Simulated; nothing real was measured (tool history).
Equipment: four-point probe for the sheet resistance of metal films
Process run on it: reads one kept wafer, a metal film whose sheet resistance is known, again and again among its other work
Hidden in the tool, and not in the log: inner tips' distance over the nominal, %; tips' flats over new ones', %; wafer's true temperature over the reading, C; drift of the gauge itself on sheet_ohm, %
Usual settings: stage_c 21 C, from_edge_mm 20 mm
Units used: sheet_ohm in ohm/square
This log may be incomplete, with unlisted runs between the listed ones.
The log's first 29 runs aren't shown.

run,hour,stage_c,from_edge_mm,touches since the probe head was changed,hours of work since the stage's thermometer was calibrated,sheet_ohm
30,1215.5,26,18,14224,747,2.203441
31,1258.9,24,4,16270,771,2.309835
32,1314.3,24,8,18885,803,2.227360
33,1350.7,24,8,20603,823,2.227491
34,1386.3,19,10,22280,843,2.213334
35,1420.0,29,15,23874,862,2.211543
36,1449.2,29,15,25250,879,2.212677
37,1493.2,21,55,27324,904,2.198162

Forecast run 38:
38,1524.9,31,25,28820,922,?

{"run 38": {"sheet_ohm": 2.211266}}
Take away the tool's hidden state, keep the run-to-run variation as it was, and the same run would have given sheet_ohm 2.201597 ohm/square.
